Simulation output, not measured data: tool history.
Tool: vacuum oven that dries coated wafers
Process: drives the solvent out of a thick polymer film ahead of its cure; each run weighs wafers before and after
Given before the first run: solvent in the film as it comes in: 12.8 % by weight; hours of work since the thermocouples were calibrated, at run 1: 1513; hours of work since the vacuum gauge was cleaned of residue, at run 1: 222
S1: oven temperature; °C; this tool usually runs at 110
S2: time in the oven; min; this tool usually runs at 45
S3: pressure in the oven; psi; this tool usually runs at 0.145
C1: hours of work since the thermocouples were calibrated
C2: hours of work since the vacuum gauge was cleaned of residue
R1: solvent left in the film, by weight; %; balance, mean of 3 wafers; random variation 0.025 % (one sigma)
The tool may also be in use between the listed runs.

run   hour   S1  S2     S3    C1   C2    R1
  1    0.0  110  45  0.145  1513  222  1.36
  2   34.1  110  45  0.145  1529  237  1.38
  3   66.8  110  45  0.145  1543  252  1.37
  4  102.4  110  45  0.145  1559  268  1.39
     133.0  -- oven's thermocouples calibrated
  5  139.7  110  45  0.145     3  284  1.26
  6  164.0  110  45  0.141    14  295  1.23
  7  193.7  110  45  0.141    27  308  1.30
  8  217.0  105  31  0.551    38  318  4.12

Run 9, settings as shown, results not yet in. Your forecast:
  9  237.6  105  31  0.551  47  328   ?

For run 9 the tool returned R1 4.09 %.
Without the tool's hidden state the same run would have given R1 3.97 %.

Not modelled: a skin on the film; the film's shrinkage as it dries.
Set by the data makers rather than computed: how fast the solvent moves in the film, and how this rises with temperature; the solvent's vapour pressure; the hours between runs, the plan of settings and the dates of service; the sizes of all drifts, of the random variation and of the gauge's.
